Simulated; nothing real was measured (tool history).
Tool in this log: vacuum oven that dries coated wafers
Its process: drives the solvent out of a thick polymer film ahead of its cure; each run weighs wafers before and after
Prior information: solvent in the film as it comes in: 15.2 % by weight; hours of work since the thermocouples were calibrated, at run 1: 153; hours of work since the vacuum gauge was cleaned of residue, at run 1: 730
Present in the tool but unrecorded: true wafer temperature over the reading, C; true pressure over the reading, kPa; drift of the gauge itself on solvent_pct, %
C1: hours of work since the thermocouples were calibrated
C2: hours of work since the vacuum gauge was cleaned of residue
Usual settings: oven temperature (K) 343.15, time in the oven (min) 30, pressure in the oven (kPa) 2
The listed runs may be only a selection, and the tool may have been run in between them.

Run 1, hour 0: usual settings; C1 153; C2 730. Result: solvent left in the film (%) 1.592.
Run 2, hour 9.2: usual settings; C1 158; C2 736. Result: solvent left in the film (%) 1.599.
Run 3, hour 25.4: usual settings; C1 167; C2 745. Result: solvent left in the film (%) 1.602.
Run 4, hour 39.6: usual settings but pressure in the oven (kPa) 1.35; C1 176; C2 753. Result: solvent left in the film (%) 1.265.
Run 5, hour 47.5: usual settings but pressure in the oven (kPa) 1.35; C1 180; C2 758. Result: solvent left in the film (%) 1.255.
Run 6, hour 60.1: usual settings but pressure in the oven (kPa) 1.35; C1 188; C2 765. Result: solvent left in the film (%) 1.264.
Run 7, hour 70.7: usual settings but pressure in the oven (kPa) 1.35; C1 194; C2 772. Result: solvent left in the film (%) 1.27.
Run 8, hour 86.6: usual settings but pressure in the oven (kPa) 1.35; C1 203; C2 781. Result: solvent left in the film (%) 1.289.
Run 9, hour 100.8: usual settings but time in the oven (min) 33, pressure in the oven (kPa) 1.35; C1 212; C2 789. Result: solvent left in the film (%) 1.156.
Run 10, hour 110.8: usual settings but oven temperature (K) 339.15; C1 217; C2 795. Result: solvent left in the film (%) 2.304.
Run 11, hour 120.9: usual settings but pressure in the oven (kPa) 2.8; C1 223; C2 801. Result: solvent left in the film (%) 2.005.
Run 12, hour 135.2: usual settings but pressure in the oven (kPa) 2.8; C1 232; C2 809. Result: solvent left in the film (%) 2.
Run 13, hour 151: usual settings but pressure in the oven (kPa) 2.8; C1 241; C2 819. Result: solvent left in the film (%) 2.028.
Run 14, hour 160.4: usual settings; C1 246; C2 824. Result: solvent left in the film (%) 1.608.
Run 15, hour 169.4: usual settings; C1 252; C2 829. Result: solvent left in the film (%) 1.585.
Run 16, hour 185.8: usual settings but oven temperature (K) 339.15; C1 261; C2 839. Result: solvent left in the film (%) 2.329.
Run 17, hour 199.5: usual settings but oven temperature (K) 339.15; C1 269; C2 847. Result: solvent left in the film (%) 2.302.
Run 18, hour 215.8: usual settings but oven temperature (K) 339.15; C1 279; C2 857. Result: solvent left in the film (%) 2.324.
Run 19, hour 227.1: usual settings but oven temperature (K) 339.15; C1 285; C2 863. Result: solvent left in the film (%) 2.3.
Run 20, hour 234.4: usual settings; C1 290; C2 867. Result: solvent left in the film (%) 1.621.
Run 21, hour 245.7: usual settings but time in the oven (min) 18; C1 296; C2 874. Result: solvent left in the film (%) 2.75.

Predict the results of run 22:
Run 22, hour 261.7: usual settings but time in the oven (min) 17, pressure in the oven (kPa) 1.71; C1 306; C2 883. Result: solvent left in the film (%) ?.

solvent left in the film (%): 2.791
Without the tool's hidden state the same run would have given solvent left in the film (%) 2.853.
